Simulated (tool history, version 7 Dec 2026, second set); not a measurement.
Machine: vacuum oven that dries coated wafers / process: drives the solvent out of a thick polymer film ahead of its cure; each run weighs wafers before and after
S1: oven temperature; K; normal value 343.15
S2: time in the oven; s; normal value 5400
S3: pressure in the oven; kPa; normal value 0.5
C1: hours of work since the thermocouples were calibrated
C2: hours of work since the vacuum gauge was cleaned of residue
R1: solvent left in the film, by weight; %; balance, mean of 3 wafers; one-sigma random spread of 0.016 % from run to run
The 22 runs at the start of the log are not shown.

Run 23, day 19.779: usual settings but S2 5520 s, S3 1.03 kPa; C1 158; C2 43. Result: R1 1.87 %.
Run 24, day 20.667: usual settings but S1 329.15 K, S2 9300 s, S3 0.406 kPa; C1 166; C2 51. Result: R1 2.62 %.
At day 21.071: vacuum gauge cleaned of residue and calibrated, once more.
Run 25, day 21.929: usual settings but S1 340.15 K, S2 8580 s, S3 0.915 kPa; C1 178; C2 8. Result: R1 1.22 %.
Run 26, day 22.742: usual settings but S1 340.15 K, S2 8580 s, S3 0.403 kPa; C1 186; C2 16. Result: R1 0.9 %.
Run 27, day 23.288: usual settings but S2 7320 s, S3 0.754 kPa; C1 191; C2 21. Result: R1 1 %.
Run 28, day 24.604: usual settings but S2 7320 s, S3 0.754 kPa; C1 204; C2 34. Result: R1 1.06 %.
Run 29, day 25.221: usual settings but S1 357.15 K, S2 9300 s, S3 1.975 kPa; C1 210; C2 40. Result: R1 0.7 %.
Run 30, day 26.121: usual settings but S1 339.15 K, S2 2880 s, S3 0.658 kPa; C1 218; C2 49. Result: R1 4.83 %.
Run 31, day 27.096: usual settings but S1 339.15 K, S2 2880 s, S3 0.658 kPa; C1 228; C2 58. Result: R1 4.87 %.
Run 32, day 27.75: usual settings but S1 346.15 K, S2 5760 s, S3 0.391 kPa; C1 234; C2 64. Result: R1 0.97 %.
Run 33, day 28.429: usual settings but S1 346.15 K, S2 5760 s, S3 0.391 kPa; C1 241; C2 71. Result: R1 0.97 %.
Run 34, day 29.208: usual settings but S1 353.15 K, S2 7020 s, S3 1.804 kPa; C1 248; C2 78. Result: R1 0.84 %.
Run 35, day 29.921: usual settings but S1 353.15 K, S2 7020 s, S3 1.804 kPa; C1 255; C2 85. Result: R1 0.83 %.

Predict each of these 5 candidate next runs independently; none follows another, all start after run 35:
Run A, day 30.492: usual settings but S1 333.15 K, S2 6480 s, S3 1.627 kPa; C1 260; C2 91. Result: R1 ?.
Run B, day 30.492: usual settings but S1 331.15 K, S2 7020 s, S3 1.804 kPa; C1 260; C2 91. Result: R1 ?.
Run C, day 30.492: usual settings but S1 330.15 K, S2 3060 s, S3 1.608 kPa; C1 260; C2 91. Result: R1 ?.
Run D, day 30.492: usual settings but S1 345.15 K; C1 260; C2 91. Result: R1 ?.
Run E, day 30.492: usual settings but S1 353.15 K, S2 4260 s, S3 0.537 kPa; C1 260; C2 91. Result: R1 ?.

run    R1
  A  3.85
  B  4.21
  C  7.27
  D  1.26
  E  0.83
The same runs, with their run-to-run variation unchanged, on a tool lacking any hidden condition would have given:
run    R1
  A  3.91
  B  4.27
  C  7.33
  D   1.3
  E  0.85

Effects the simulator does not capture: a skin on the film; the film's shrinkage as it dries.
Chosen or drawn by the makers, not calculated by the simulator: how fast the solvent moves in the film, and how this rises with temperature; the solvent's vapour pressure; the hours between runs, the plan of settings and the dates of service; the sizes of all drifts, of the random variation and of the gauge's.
